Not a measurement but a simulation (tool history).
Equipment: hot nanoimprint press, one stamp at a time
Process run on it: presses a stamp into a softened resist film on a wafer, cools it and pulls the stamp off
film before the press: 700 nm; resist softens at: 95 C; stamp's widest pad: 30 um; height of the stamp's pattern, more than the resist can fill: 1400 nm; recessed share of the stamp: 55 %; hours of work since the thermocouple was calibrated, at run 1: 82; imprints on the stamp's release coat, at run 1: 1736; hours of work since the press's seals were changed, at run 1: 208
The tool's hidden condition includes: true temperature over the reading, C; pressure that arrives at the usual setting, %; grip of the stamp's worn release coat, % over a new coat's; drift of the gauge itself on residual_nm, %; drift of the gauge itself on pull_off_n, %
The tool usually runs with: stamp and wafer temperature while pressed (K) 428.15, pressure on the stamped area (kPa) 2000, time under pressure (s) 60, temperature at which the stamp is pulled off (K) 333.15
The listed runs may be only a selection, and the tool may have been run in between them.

run   hour  stamp and wafer temperature while pressed (K)  pressure on the stamped area (kPa)  time under pressure (s)  temperature at which the stamp is pulled off (K)  hours of work since the thermocouple was calibrated  imprints on the stamp's release coat  hours of work since the press's seals were changed  resist left under the stamp's widest pad (Å)  greatest force while the stamp is pulled off (N)
  1      0                                         428.15                                2000                       60                                            333.15                                                   82                                  1736                                                 208                                          4063                                               209
      19.2  -- stamp cleaned and given a new release coat
  2   25.1                                         428.15                                2000                       60                                            333.15                                                   95                                    21                                                 221                                          4050                                               132
  3   44.6                                         428.15                                2000                       60                                            333.15                                                  109                                    90                                                 234                                          4058                                               137
  4   57.6                                         428.15                                2000                       60                                            333.15                                                  118                                   136                                                 243                                          4038                                               141
  5   72.4                                         428.15                                2000                       60                                            333.15                                                  128                                   189                                                 254                                          4071                                               146
  6   86.1                                         428.15                                2000                       60                                            338.15                                                  137                                   237                                                 263                                          4086                                               124
  7  104.5                                         428.15                                2000                       60                                            338.15                                                  150                                   303                                                 276                                          4084                                               129
  8  117.8                                         428.15                                2000                       60                                            333.15                                                  159                                   350                                                 285                                          4070                                               149
  9  131.6                                         428.15                                2000                       60                                            333.15                                                  169                                   398                                                 294                                          4065                                               151
 10  144.7                                         428.15                                2000                       60                                            333.15                                                  178                                   445                                                 303                                          4109                                               145
 11  164.8                                         428.15                                2000                       60                                            333.15                                                  191                                   516                                                 317                                          4082                                               153
     168.9  -- plate thermocouple calibrated
 12  193.8                                         428.15                                2000                       84                                            333.15                                                   17                                   608                                                 335                                          3704                                               164
 13  205.5                                         428.15                                2000                       60                                            333.15                                                   25                                   650                                                 343                                          4107                                               158
 14  222.2                                         428.15                                2000                       60                                            333.15                                                   37                                   709                                                 355                                          4140                                               159
 15  243.1                                         428.15                                2000                       60                                            333.15                                                   51                                   783                                                 369                                          4125                                               164
 16  268.9                                         428.15                                2000                       60                                            333.15                                                   69                                   874                                                 387                                          4126                                               170
 17  280.5                                         428.15                                2000                       60                                            325.15                                                   77                                   916                                                 395                                          4137                                               200
 18    294                                         428.15                                2000                       60                                            325.15                                                   86                                   963                                                 404                                          4145                                               211
     305.3  -- plate thermocouple calibrated, once more
 19  317.9                                         428.15                                2000                       60                                            325.15                                                    9                                  1037                                                 418                                          3997                                               201
 20  339.1                                         425.15                                2000                       37                                            333.15                                                   23                                  1113                                                 433                                          4987                                               183
 21  354.3                                         428.15                                2000                       76                                            319.15                                                   34                                  1166                                                 443                                          3720                                               232
 22  373.5                                         428.15                                3130                       33                                            319.15                                                   47                                  1235                                                 457                                          4028                                               247
 23  392.9                                         428.15                                3130                       33                                            319.15                                                   60                                  1303                                                 470                                          4022                                               243
 24  407.5                                         428.15                                2000                       36                                            333.15                                                   70                                  1355                                                 480                                          4667                                               187
 25  432.8                                         431.15                                2000                       49                                            335.15                                                   88                                  1445                                                 497                                          3927                                               177
 26  449.6                                         431.15                                2000                       49                                            335.15                                                   99                                  1504                                                 509                                          3933                                               180
 27  467.9                                         416.15                                2000                       32                                            333.15                                                  112                                  1569                                                 521                                          6111                                               200
 28  482.8                                         428.15                                2220                       45                                            325.15                                                  122                                  1622                                                 532                                          4231                                               248
 29  497.5                                         428.15                                2220                       45                                            325.15                                                  132                                  1674                                                 542                                          4222                                               240

Predict each of these 5 candidate next runs independently; none follows another, all start after run 29:
  A  524.9                                         428.15                                2220                       35                                            321.15                                                  151                                  1771                                                 561                                             ?                                                 ?
  B  524.9                                         426.15                                2000                       60                                            337.15                                                  151                                  1771                                                 561                                             ?                                                 ?
  C  524.9                                         428.15                                2220                       45                                            336.15                                                  151                                  1771                                                 561                                             ?                                                 ?
  D  524.9                                         433.15                                2000                       60                                            321.15                                                  151                                  1771                                                 561                                             ?                                                 ?
  E  524.9                                         421.15                                2000                       60                                            333.15                                                  151                                  1771                                                 561                                             ?                                                 ?

run  resist left under the stamp's widest pad (Å)  greatest force while the stamp is pulled off (N)
  A                                          4547                                               260
  B                                          4280                                               183
  C                                          4216                                               189
  D                                          3471                                               258
  E                                          4928                                               206
The same runs, with their run-to-run variation unchanged, on a tool lacking any hidden condition would have given:
run  resist left under the stamp's widest pad (Å)  greatest force while the stamp is pulled off (N)
  A                                          4513                                               161
  B                                          4248                                               114
  C                                          4182                                               118
  D                                          3441                                               161
  E                                          4899                                               127
